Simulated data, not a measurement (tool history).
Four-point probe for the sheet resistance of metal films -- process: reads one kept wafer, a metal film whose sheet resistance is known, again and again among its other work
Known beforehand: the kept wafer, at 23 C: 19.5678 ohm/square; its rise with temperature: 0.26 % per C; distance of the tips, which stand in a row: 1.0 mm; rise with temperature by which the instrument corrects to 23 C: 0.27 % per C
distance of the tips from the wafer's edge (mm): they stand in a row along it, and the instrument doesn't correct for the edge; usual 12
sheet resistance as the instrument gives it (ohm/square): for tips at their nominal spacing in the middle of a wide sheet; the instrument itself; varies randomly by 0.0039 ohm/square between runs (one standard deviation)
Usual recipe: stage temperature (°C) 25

run   hour  stage temperature (°C)  distance of the tips from the wafer's edge (mm)  sheet resistance as the instrument gives it (ohm/square)
  1      0                      25                                               12                                                 19.633597
  2      7                      25                                               12                                                 19.632718
  3   22.9                      25                                               12                                                 19.633052
  4   31.7                      25                                               12                                                 19.629111
  5     42                      25                                               11                                                 19.645589
  6   57.1                      25                                               11                                                  19.65313
  7   72.5                      21                                               12                                                 19.651571
  8   87.2                      21                                               12                                                   19.6528
  9   94.3                      21                                               12                                                 19.648476
 10  104.5                      21                                               12                                                 19.643848
 11  115.1                      21                                               12                                                  19.64698
 12  124.8                      21                                               12                                                 19.641751
 13  132.6                      21                                               12                                                  19.64302
 14  142.3                      21                                               12                                                   19.6451
 15    150                      21                                                7                                                 19.782232
 16  160.7                      21                                                7                                                 19.784163
 17  175.3                      21                                                7                                                  19.78571
 18  186.9                      21                                                7                                                 19.790089
 19  198.8                      25                                               12                                                 19.628378
 20  210.7                      25                                               12                                                 19.632509
 21  226.7                      25                                               12                                                 19.639599
 22  238.3                      21                                               12                                                 19.647996
 23    251                      21                                               13                                                 19.630926
 24  265.9                      31                                               13                                                 19.607506
 25  276.1                      25                                                5                                                 19.974969
 26  290.4                      28                                               43                                                  19.56184
 27  299.6                      27                                               69                                                 19.554093
 28  315.5                      27                                               69                                                 19.567098
 29  331.5                      27                                               69                                                  19.55732
 30  338.2                      27                                               69                                                 19.565232
 31  346.4                      18                                               13                                                  19.64288
 32  358.8                      33                                                4                                                 20.181857
 33  374.4                      24                                               11                                                 19.651173
 34  384.5                      24                                               11                                                 19.650223
 35  397.8                      19                                                3                                                   20.6826
 36  404.7                      27                                                8                                                 19.716121
 37  411.6                      21                                               12                                                  19.65042
 38  426.4                      20                                               69                                                 19.578649
 39  442.7                      31                                               39                                                 19.551504
 40    452                      34                                               10                                                 19.646035
 41  466.2                      20                                               12                                                 19.653311
 42  478.3                      20                                               12                                                 19.644717
 43    485                      20                                               12                                                 19.648417

5 ways to go on from here, each from the tool as it stands after run 43. What would each give?
  A  497.8                      35                                               39                                                         ?
  B  497.8                      20                                               13                                                         ?
  C  497.8                      23                                                5                                                         ?
  D  497.8                      19                                                3                                                         ?
  E  497.8                      20                                                8                                                         ?

run  sheet resistance as the instrument gives it (ohm/square)
  A                                                  19.54949
  B                                                 19.637236
  C                                                 19.985802
  D                                                 20.679196
  E                                                 19.739462
Stripped of hidden state, with their random variation kept, the same runs would have yielded:
run  sheet resistance as the instrument gives it (ohm/square)
  A                                                 19.550161
  B                                                 19.637907
  C                                                 19.986484
  D                                                 20.679899
  E                                                 19.740136

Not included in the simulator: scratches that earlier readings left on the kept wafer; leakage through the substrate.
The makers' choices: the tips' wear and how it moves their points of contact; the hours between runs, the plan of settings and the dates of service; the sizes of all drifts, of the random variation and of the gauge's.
